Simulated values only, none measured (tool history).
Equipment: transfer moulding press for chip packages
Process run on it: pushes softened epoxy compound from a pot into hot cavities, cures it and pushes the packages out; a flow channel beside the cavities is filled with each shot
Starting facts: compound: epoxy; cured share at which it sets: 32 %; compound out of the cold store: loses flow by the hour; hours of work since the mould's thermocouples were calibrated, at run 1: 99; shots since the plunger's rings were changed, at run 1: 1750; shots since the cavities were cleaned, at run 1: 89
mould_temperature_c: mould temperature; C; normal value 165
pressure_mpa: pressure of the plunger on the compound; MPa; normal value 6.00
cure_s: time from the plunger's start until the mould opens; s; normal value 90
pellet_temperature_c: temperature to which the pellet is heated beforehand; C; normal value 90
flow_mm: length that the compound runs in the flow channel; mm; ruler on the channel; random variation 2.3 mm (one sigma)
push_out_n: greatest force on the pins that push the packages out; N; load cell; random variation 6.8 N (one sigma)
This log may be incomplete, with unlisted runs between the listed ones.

run	hour	mould_temperature_c	pressure_mpa	cure_s	pellet_temperature_c	hours of work since the mould's thermocouples were calibrated	shots since the plunger's rings were changed	shots since the cavities were cleaned	incoming compound's hours out of the cold store	flow_mm	push_out_n
1	0.0	165	6.00	90	90	99	1750	89	16.7	611	327
2	39.3	165	6.00	90	90	123	2170	509	20.3	595	430
# hour 84.0: cavities cleaned with cleaning compound and waxed
3	120.2	165	6.00	90	90	171	3018	387	18.9	596	564
# hour 168.1: plunger's sealing rings changed
# hour 177.1: cavities cleaned with cleaning compound and waxed
4	183.3	165	6.00	90	90	206	147	66	35.1	570	300
5	246.4	165	6.00	90	90	245	821	740	36.2	566	458
# hour 252.6: cavities cleaned with cleaning compound and waxed, once more
6	321.0	165	6.00	90	90	289	1602	731	23.6	590	484
# hour 350.3: cavities cleaned with cleaning compound and waxed
7	372.0	165	6.00	100	90	319	2130	232	28.2	578	323
8	432.1	165	6.00	100	90	355	2772	874	18.4	597	441
# hour 444.4: cavities cleaned with cleaning compound and waxed
# hour 503.7: plunger's sealing rings changed
9	513.6	165	6.00	90	98	402	105	712	10.9	639	468
# hour 537.4: cavities cleaned with cleaning compound and waxed
10	579.8	165	6.00	90	98	441	797	453	13.6	624	456
# hour 632.6: cavities cleaned with cleaning compound and waxed
11	661.7	165	6.00	90	93	489	1655	310	38.9	551	394
# hour 729.6: cavities cleaned with cleaning compound and waxed
12	736.2	165	6.00	90	93	533	2435	70	42.7	534	308
13	770.3	165	6.00	90	93	554	2799	434	24.4	577	442
# hour 823.6: cavities cleaned with cleaning compound and waxed
# hour 840.6: plunger's sealing rings changed
14	857.1	170	6.00	90	93	604	175	330	28.4	577	331
15	900.8	165	6.45	90	98	630	642	797	20.7	631	474

Run 16 comes next. What will it give?
# hour 920.2: cavities cleaned with cleaning compound and waxed
16	945.3	165	5.86	121	83	656	1102	269	23.4	?	?

Run 16 came out at flow_mm 586 mm, push_out_n 301 N.
Had the tool carried no hidden state, the very same run would have given flow_mm 594 mm, push_out_n 217 N.
